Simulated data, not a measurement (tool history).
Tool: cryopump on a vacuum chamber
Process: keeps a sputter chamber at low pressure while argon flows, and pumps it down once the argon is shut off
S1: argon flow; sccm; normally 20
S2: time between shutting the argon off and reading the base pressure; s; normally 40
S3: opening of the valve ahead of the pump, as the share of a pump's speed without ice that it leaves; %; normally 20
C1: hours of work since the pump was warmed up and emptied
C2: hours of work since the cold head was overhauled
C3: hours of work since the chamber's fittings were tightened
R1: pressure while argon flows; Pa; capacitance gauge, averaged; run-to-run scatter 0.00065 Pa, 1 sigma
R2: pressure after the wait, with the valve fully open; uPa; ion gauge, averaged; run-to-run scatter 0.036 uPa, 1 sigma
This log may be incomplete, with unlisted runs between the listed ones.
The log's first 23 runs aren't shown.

run,day,S1,S2,S3,C1,C2,C3,R1,R2
24,54.175,20,100,20,147,2483,938,0.1081,1.88
25,57.192,20,108,20,199,2535,990,0.1100,2.00
26,59.529,20,108,20,240,2575,1031,0.1114,2.16
27,61.996,20,108,20,283,2618,1073,0.1112,2.27
# day 63.779: pump warmed up, emptied and cooled again
28,64.062,9,24,28,5,2650,1105,0.0340,4.16
29,65.704,24,35,20,33,2678,1134,0.1283,3.32
# day 67.579: leaking fittings of the chamber tightened, without venting
30,68.775,24,35,20,85,2730,21,0.1285,2.28
31,71.208,24,35,20,127,2772,63,0.1298,2.27
32,73.875,36,151,20,173,2818,109,0.1968,0.84
33,76.567,36,151,20,220,2865,155,0.1983,0.90

5 options for the next run, each taken on its own from the tool as it stands now. Forecast them:
A,78.662,16,40,20,256,2901,192,?,?
B,78.662,15,228,21,256,2901,192,?,?
C,78.662,10,191,39,256,2901,192,?,?
D,78.662,15,165,35,256,2901,192,?,?
E,78.662,8,151,20,256,2901,192,?,?

run,R1,R2
A,0.0898,2.28
B,0.0803,0.83
C,0.0298,0.87
D,0.0503,0.90
E,0.0448,0.99
What these runs would have given with no unlogged condition in the tool:
run,R1,R2
A,0.0840,1.98
B,0.0749,0.52
C,0.0262,0.56
D,0.0449,0.60
E,0.0418,0.68
